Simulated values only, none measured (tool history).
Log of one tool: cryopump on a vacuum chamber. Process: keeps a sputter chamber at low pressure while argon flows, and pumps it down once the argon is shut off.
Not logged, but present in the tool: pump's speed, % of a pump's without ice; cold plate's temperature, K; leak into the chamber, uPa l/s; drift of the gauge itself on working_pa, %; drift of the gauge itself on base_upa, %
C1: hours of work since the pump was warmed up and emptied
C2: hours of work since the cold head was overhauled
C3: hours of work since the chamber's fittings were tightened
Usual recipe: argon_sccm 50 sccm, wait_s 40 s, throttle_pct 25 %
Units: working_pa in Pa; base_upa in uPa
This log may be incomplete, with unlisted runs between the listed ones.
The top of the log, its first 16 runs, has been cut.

run 17 hour=222.9 | argon_sccm=50 wait_s=40 throttle_pct=47 | C1=270 C2=270 C3=926 | working_pa=0.1336 base_upa=1.87
run 18 hour=234.3 | argon_sccm=23 wait_s=252 throttle_pct=51 | C1=278 C2=278 C3=935 | working_pa=0.0573 base_upa=0.61
run 19 hour=243.3 | argon_sccm=22 wait_s=85 throttle_pct=45 | C1=285 C2=285 C3=941 | working_pa=0.0610 base_upa=1.07
run 20 hour=260.6 | argon_sccm=39 wait_s=201 throttle_pct=15 | C1=297 C2=297 C3=954 | working_pa=0.3180 base_upa=0.67
run 21 hour=268.7 | argon_sccm=71 wait_s=232 throttle_pct=39 | C1=303 C2=303 C3=960 | working_pa=0.2275 base_upa=0.62
run 22 hour=278.3 | argon_sccm=71 wait_s=232 throttle_pct=39 | C1=310 C2=310 C3=967 | working_pa=0.2282 base_upa=0.66
run 23 hour=290.6 | argon_sccm=33 wait_s=200 throttle_pct=50 | C1=319 C2=319 C3=976 | working_pa=0.0839 base_upa=0.69
run 24 hour=299.2 | argon_sccm=77 wait_s=40 throttle_pct=24 | C1=325 C2=325 C3=982 | working_pa=0.3976 base_upa=1.95
run 25 hour=316.3 | argon_sccm=54 wait_s=271 throttle_pct=27 | C1=338 C2=338 C3=994 | working_pa=0.2472 base_upa=0.59
run 26 hour=332.6 | argon_sccm=23 wait_s=144 throttle_pct=39 | C1=350 C2=350 C3=1006 | working_pa=0.0750 base_upa=0.77
run 27 hour=351.9 | argon_sccm=40 wait_s=43 throttle_pct=22 | C1=364 C2=364 C3=1020 | working_pa=0.2267 base_upa=1.71
run 28 hour=369.7 | argon_sccm=40 wait_s=43 throttle_pct=22 | C1=377 C2=377 C3=1033 | working_pa=0.2227 base_upa=1.74
run 29 hour=379.7 | argon_sccm=83 wait_s=43 throttle_pct=53 | C1=384 C2=384 C3=1041 | working_pa=0.1990 base_upa=1.75
run 30 hour=398.5 | argon_sccm=83 wait_s=43 throttle_pct=53 | C1=398 C2=398 C3=1054 | working_pa=0.2004 base_upa=1.75
run 31 hour=407.6 | argon_sccm=30 wait_s=86 throttle_pct=58 | C1=405 C2=405 C3=1061 | working_pa=0.0658 base_upa=1.13
run 32 hour=425.8 | argon_sccm=26 wait_s=257 throttle_pct=16 | C1=418 C2=418 C3=1074 | working_pa=0.2013 base_upa=0.62
run 33 hour=439.5 | argon_sccm=90 wait_s=51 throttle_pct=25 | C1=428 C2=428 C3=1084 | working_pa=0.4498 base_upa=1.58
run 34 hour=449.4 | argon_sccm=90 wait_s=51 throttle_pct=25 | C1=435 C2=435 C3=1092 | working_pa=0.4478 base_upa=1.57

5 options for the next run, each taken on its own from the tool as it stands now. Forecast them:
run A hour=468.7 | argon_sccm=38 wait_s=40 throttle_pct=25 | C1=449 C2=449 C3=1106 | working_pa=? base_upa=?
run B hour=468.7 | argon_sccm=50 wait_s=51 throttle_pct=25 | C1=449 C2=449 C3=1106 | working_pa=? base_upa=?
run C hour=468.7 | argon_sccm=90 wait_s=51 throttle_pct=53 | C1=449 C2=449 C3=1106 | working_pa=? base_upa=?
run D hour=468.7 | argon_sccm=53 wait_s=51 throttle_pct=24 | C1=449 C2=449 C3=1106 | working_pa=? base_upa=?
run E hour=468.7 | argon_sccm=45 wait_s=40 throttle_pct=25 | C1=449 C2=449 C3=1106 | working_pa=? base_upa=?

run=A working_pa=0.1888 base_upa=1.91
run=B working_pa=0.2497 base_upa=1.61
run=C working_pa=0.2178 base_upa=1.57
run=D working_pa=0.2756 base_upa=1.61
run=E working_pa=0.2218 base_upa=1.87
The same runs, with their run-to-run variation unchanged, on a tool lacking any hidden condition would have given:
run=A working_pa=0.1845 base_upa=1.71
run=B working_pa=0.2440 base_upa=1.41
run=C working_pa=0.2077 base_upa=1.37
run=D working_pa=0.2696 base_upa=1.41
run=E working_pa=0.2168 base_upa=1.67

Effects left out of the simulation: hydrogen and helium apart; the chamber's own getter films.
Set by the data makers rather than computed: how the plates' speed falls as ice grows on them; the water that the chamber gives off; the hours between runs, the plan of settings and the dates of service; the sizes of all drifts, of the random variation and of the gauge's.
